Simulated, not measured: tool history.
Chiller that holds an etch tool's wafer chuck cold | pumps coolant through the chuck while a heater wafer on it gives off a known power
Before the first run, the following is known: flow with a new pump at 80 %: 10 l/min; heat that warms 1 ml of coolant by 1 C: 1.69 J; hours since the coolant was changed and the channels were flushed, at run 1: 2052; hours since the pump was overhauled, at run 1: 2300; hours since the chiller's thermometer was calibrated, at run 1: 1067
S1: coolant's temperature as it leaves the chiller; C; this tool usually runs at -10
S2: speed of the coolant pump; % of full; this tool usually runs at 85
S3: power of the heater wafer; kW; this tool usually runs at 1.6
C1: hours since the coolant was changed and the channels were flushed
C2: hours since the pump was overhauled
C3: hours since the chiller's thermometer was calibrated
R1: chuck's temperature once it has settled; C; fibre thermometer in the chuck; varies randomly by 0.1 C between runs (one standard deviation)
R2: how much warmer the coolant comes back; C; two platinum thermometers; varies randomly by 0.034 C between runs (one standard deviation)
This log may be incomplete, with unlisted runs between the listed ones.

Run 1, hour 0: usual settings; C1 2052; C2 2300; C3 1067. Result: R1 4.3 C, R2 5.3 C.
Run 2, hour 129.4: usual settings; C1 2181; C2 2429; C3 1196. Result: R1 4.4 C, R2 5.35 C.
Run 3, hour 195.6: usual settings; C1 2248; C2 2496; C3 1262. Result: R1 4.3 C, R2 5.35 C.
Run 4, hour 289.8: usual settings; C1 2342; C2 2590; C3 1356. Result: R1 4.4 C, R2 5.29 C.
Run 5, hour 400.7: usual settings; C1 2453; C2 2701; C3 1467. Result: R1 4.3 C, R2 5.3 C.
Run 6, hour 523.4: usual settings but S1 -7 C; C1 2575; C2 2823; C3 1590. Result: R1 7.3 C, R2 5.23 C.
Run 7, hour 653.2: usual settings but S1 -3 C, S2 80 % of full, S3 0.825 kW; C1 2705; C2 2953; C3 1720. Result: R1 4.6 C, R2 2.82 C.
Run 8, hour 814.9: usual settings but S1 -3 C, S3 1.389 kW; C1 2867; C2 3115; C3 1882. Result: R1 9.5 C, R2 4.5 C.
Run 9, hour 941.5: usual settings but S1 -3 C, S3 1.765 kW; C1 2994; C2 3242; C3 2008. Result: R1 12.8 C, R2 5.75 C.
Run 10, hour 1082.9: usual settings but S1 0 C, S3 0.878 kW; C1 3135; C2 3383; C3 2149. Result: R1 7.8 C, R2 2.8 C.
Run 11, hour 1238.7: usual settings but S3 0.902 kW; C1 3291; C2 3539; C3 2305. Result: R1 -1.8 C, R2 2.87 C.

Measured result minus the same run's result without the hidden state. Both carry the same run-to-run variation, though not necessarily the same gauge scatter:
The hidden state here: heat passed by the chuck's channels, % of clean ones'; flow at a given pump speed, % of a new pump's; coolant's true temperature over the reading, C; drift of the gauge itself on chuck_c, C; drift of the gauge itself on warmer_back_c, C.
run     R2
  1     +0
  2  -0.02
  3  -0.02
  4  -0.04
  5  -0.06
  6  -0.07
  7  -0.09
  8   -0.1
  9  -0.12
 10  -0.14
 11  -0.17
R1: 0 in every run.
